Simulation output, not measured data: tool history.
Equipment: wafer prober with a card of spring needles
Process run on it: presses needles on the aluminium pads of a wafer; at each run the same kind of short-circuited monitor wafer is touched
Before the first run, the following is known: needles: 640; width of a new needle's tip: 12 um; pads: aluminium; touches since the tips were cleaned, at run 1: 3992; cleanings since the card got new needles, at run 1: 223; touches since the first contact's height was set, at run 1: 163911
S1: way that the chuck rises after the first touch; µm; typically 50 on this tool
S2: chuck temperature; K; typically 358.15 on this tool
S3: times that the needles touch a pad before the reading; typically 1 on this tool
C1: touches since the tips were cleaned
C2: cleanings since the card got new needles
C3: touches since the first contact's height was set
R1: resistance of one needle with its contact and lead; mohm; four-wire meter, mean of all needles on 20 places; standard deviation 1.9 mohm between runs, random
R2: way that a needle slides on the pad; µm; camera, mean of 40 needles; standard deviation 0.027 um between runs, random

run 1 hour=0 | S1=50 S2=358.15 S3=1 | C1=3992 C2=223 C3=163911 | R1=294 R2=10.97
-- hour=4.2 tips cleaned on abrasive film
-- hour=14.6 tips cleaned on abrasive film
-- hour=23 tips cleaned on abrasive film
-- hour=33.4 tips cleaned on abrasive film
run 2 hour=35.4 | S1=50 S2=358.15 S3=1 | C1=1299 C2=227 C3=186532 | R1=265 R2=10.79
-- hour=43.7 tips cleaned on abrasive film
-- hour=52.1 tips cleaned on abrasive film
-- hour=54.4 height of the first contact set anew
-- hour=62.8 tips cleaned on abrasive film
-- hour=73.2 tips cleaned on abrasive film
-- hour=83.6 tips cleaned on abrasive film
-- hour=91.9 tips cleaned on abrasive film
-- hour=100.3 tips cleaned on abrasive film
run 3 hour=100.4 | S1=50 S2=358.15 S3=1 | C1=64 C2=234 C3=29383 | R1=225 R2=11.33
-- hour=108.7 tips cleaned on abrasive film
-- hour=117 tips cleaned on abrasive film
-- hour=127.5 tips cleaned on abrasive film
-- hour=135.8 tips cleaned on abrasive film
-- hour=144.1 tips cleaned on abrasive film
run 4 hour=152 | S1=50 S2=358.15 S3=1 | C1=5113 C2=239 C3=62484 | R1=324 R2=11.29
-- hour=154.2 tips cleaned on abrasive film
-- hour=164.6 tips cleaned on abrasive film
-- hour=172.9 tips cleaned on abrasive film
-- hour=183.4 tips cleaned on abrasive film
-- hour=193.8 tips cleaned on abrasive film
-- hour=202.1 tips cleaned on abrasive film
run 5 hour=208.5 | S1=61 S2=358.15 S3=1 | C1=4132 C2=245 C3=98600 | R1=278 R2=13.65
-- hour=210.6 tips cleaned on abrasive film
-- hour=219 tips cleaned on abrasive film
-- hour=227.3 tips cleaned on abrasive film
-- hour=237.7 tips cleaned on abrasive film
run 6 hour=238.5 | S1=50 S2=358.15 S3=1 | C1=529 C2=249 C3=117779 | R1=237 R2=11.09
-- hour=246.9 tips cleaned on abrasive film
-- hour=257.3 tips cleaned on abrasive film
-- hour=265.6 tips cleaned on abrasive film
run 7 hour=268.8 | S1=50 S2=358.15 S3=1 | C1=2066 C2=252 C3=137169 | R1=278 R2=11.05
-- hour=275.1 tips cleaned on abrasive film
-- hour=283.5 tips cleaned on abrasive film
-- hour=291.8 tips cleaned on abrasive film
-- hour=300.1 tips cleaned on abrasive film
-- hour=310.5 tips cleaned on abrasive film
-- hour=320.9 tips cleaned on abrasive film
-- hour=329.3 tips cleaned on abrasive film
run 8 hour=330.7 | S1=50 S2=358.15 S3=1 | C1=940 C2=259 C3=176756 | R1=250 R2=10.89
-- hour=339.1 tips cleaned on abrasive film
-- hour=349.5 tips cleaned on abrasive film
-- hour=357.8 tips cleaned on abrasive film
-- hour=364.3 height of the first contact set anew
-- hour=368.5 tips cleaned on abrasive film
-- hour=378.9 tips cleaned on abrasive film
-- hour=387.3 tips cleaned on abrasive film
run 9 hour=391.8 | S1=50 S2=358.15 S3=1 | C1=2954 C2=265 C3=17613 | R1=287 R2=11.36
-- hour=396.1 tips cleaned on abrasive film
-- hour=402.4 tips cleaned on abrasive film, once more
-- hour=412.8 tips cleaned on abrasive film
-- hour=423.2 tips cleaned on abrasive film
-- hour=431.5 tips cleaned on abrasive film
-- hour=441.9 tips cleaned on abrasive film
run 10 hour=447.9 | S1=50 S2=358.15 S3=1 | C1=3876 C2=271 C3=53477 | R1=311 R2=11.27
-- hour=452.1 tips cleaned on abrasive film
-- hour=460.5 tips cleaned on abrasive film
-- hour=470.9 tips cleaned on abrasive film
-- hour=481.3 tips cleaned on abrasive film
run 11 hour=486.6 | S1=48 S2=358.15 S3=1 | C1=3446 C2=275 C3=78246 | R1=298 R2=10.71
-- hour=490.8 tips cleaned on abrasive film
-- hour=501.2 tips cleaned on abrasive film
-- hour=509.6 tips cleaned on abrasive film
-- hour=517.9 tips cleaned on abrasive film
-- hour=526.3 tips cleaned on abrasive film
-- hour=536.7 tips cleaned on abrasive film
-- hour=545 tips cleaned on abrasive film
run 12 hour=552.7 | S1=50 S2=311.15 S3=2 | C1=4948 C2=282 C3=120508 | R1=274 R2=11.09
-- hour=554.8 tips cleaned on abrasive film
-- hour=563.2 tips cleaned on abrasive film
-- hour=573.6 tips cleaned on abrasive film
-- hour=584 tips cleaned on abrasive film
-- hour=594.4 tips cleaned on abrasive film
-- hour=602.7 tips cleaned on abrasive film
run 13 hour=605.6 | S1=49 S2=309.15 S3=1 | C1=1889 C2=288 C3=154381 | R1=276 R2=10.72
-- hour=611.9 tips cleaned on abrasive film
-- hour=622.3 tips cleaned on abrasive film
-- hour=630.7 tips cleaned on abrasive film
-- hour=639.3 tips cleaned on abrasive film
run 14 hour=639.3 | S1=49 S2=309.15 S3=1 | C1=0 C2=292 C3=175897 | R1=215 R2=10.69
-- hour=649.7 tips cleaned on abrasive film
-- hour=658 tips cleaned on abrasive film
-- hour=666.4 tips cleaned on abrasive film
-- hour=674.9 height of the first contact set anew
-- hour=677.1 tips cleaned on abrasive film
-- hour=685.4 tips cleaned on abrasive film
-- hour=695.8 tips cleaned on abrasive film
run 15 hour=696.8 | S1=49 S2=309.15 S3=1 | C1=648 C2=298 C3=13975 | R1=242 R2=11.18
-- hour=705.2 tips cleaned on abrasive film
-- hour=713.5 tips cleaned on abrasive film
-- hour=723.9 tips cleaned on abrasive film
-- hour=732.3 tips cleaned on abrasive film
-- hour=742.7 tips cleaned on abrasive film
run 16 hour=748.2 | S1=49 S2=309.15 S3=1 | C1=3539 C2=303 C3=46833 | R1=311 R2=11.06
-- hour=752.4 tips cleaned on abrasive film
-- hour=762.8 tips cleaned on abrasive film
-- hour=771.1 tips cleaned on abrasive film
-- hour=781.5 tips cleaned on abrasive film
run 17 hour=786.1 | S1=49 S2=309.15 S3=1 | C1=2938 C2=307 C3=71094 | R1=298 R2=10.92
-- hour=790.3 tips cleaned on abrasive film
-- hour=800.7 tips cleaned on abrasive film
-- hour=809 tips cleaned on abrasive film
run 18 hour=816 | S1=44 S2=302.15 S3=2 | C1=4516 C2=310 C3=90268 | R1=292 R2=9.81
-- hour=818.2 tips cleaned on abrasive film
-- hour=828.6 tips cleaned on abrasive film
-- hour=839 tips cleaned on abrasive film
run 19 hour=846.9 | S1=44 S2=302.15 S3=2 | C1=5141 C2=313 C3=110068 | R1=314 R2=9.73
-- hour=849.1 tips cleaned on abrasive film
-- hour=859.5 tips cleaned on abrasive film
-- hour=869.9 tips cleaned on abrasive film
-- hour=880.3 tips cleaned on abrasive film
run 20 hour=887 | S1=44 S2=310.15 S3=1 | C1=4310 C2=317 C3=135700 | R1=381 R2=9.6
-- hour=889.1 tips cleaned on abrasive film
-- hour=899.5 tips cleaned on abrasive film
-- hour=909.9 tips cleaned on abrasive film
-- hour=918.3 tips cleaned on abrasive film
-- hour=926.6 tips cleaned on abrasive film
run 21 hour=931.6 | S1=50 S2=359.15 S3=2 | C1=3245 C2=322 C3=164265 | R1=281 R2=10.94
-- hour=935.9 tips cleaned on abrasive film
-- hour=944.2 tips cleaned on abrasive film
-- hour=954.6 tips cleaned on abrasive film
-- hour=965 tips cleaned on abrasive film
run 22 hour=972.1 | S1=38 S2=308.15 S3=1 | C1=4577 C2=326 C3=190164 | R1=443 R2=8.13

Here are 3 independent what-if runs from the current tool condition. What would each one return?
-- hour=974.2 tips cleaned on abrasive film
-- hour=984.6 tips cleaned on abrasive film
-- hour=984.9 height of the first contact set anew
-- hour=993.3 tips cleaned on abrasive film
-- hour=1003.7 tips cleaned on abrasive film
-- hour=1012 tips cleaned on abrasive film
-- hour=1022.4 tips cleaned on abrasive film
run A hour=1030 | S1=65 S2=306.15 S3=1 | C1=4903 C2=332 C3=28891 | R1=? R2=?
-- hour=974.2 tips cleaned on abrasive film
-- hour=984.6 tips cleaned on abrasive film
-- hour=984.9 height of the first contact set anew
-- hour=993.3 tips cleaned on abrasive film
-- hour=1003.7 tips cleaned on abrasive film
-- hour=1012 tips cleaned on abrasive film
-- hour=1022.4 tips cleaned on abrasive film
run B hour=1030 | S1=67 S2=311.15 S3=3 | C1=4903 C2=332 C3=28891 | R1=? R2=?
-- hour=974.2 tips cleaned on abrasive film
-- hour=984.6 tips cleaned on abrasive film
-- hour=984.9 height of the first contact set anew
-- hour=993.3 tips cleaned on abrasive film
-- hour=1003.7 tips cleaned on abrasive film
-- hour=1012 tips cleaned on abrasive film
-- hour=1022.4 tips cleaned on abrasive film
run C hour=1030 | S1=38 S2=300.15 S3=3 | C1=4903 C2=332 C3=28891 | R1=? R2=?

run=A R1=281 R2=14.72
run=B R1=226 R2=15.23
run=C R1=285 R2=8.58
Without the tool's hidden state the same runs would have given:
run=A R1=196 R2=14.8
run=B R1=195 R2=15.31
run=C R1=198 R2=8.66
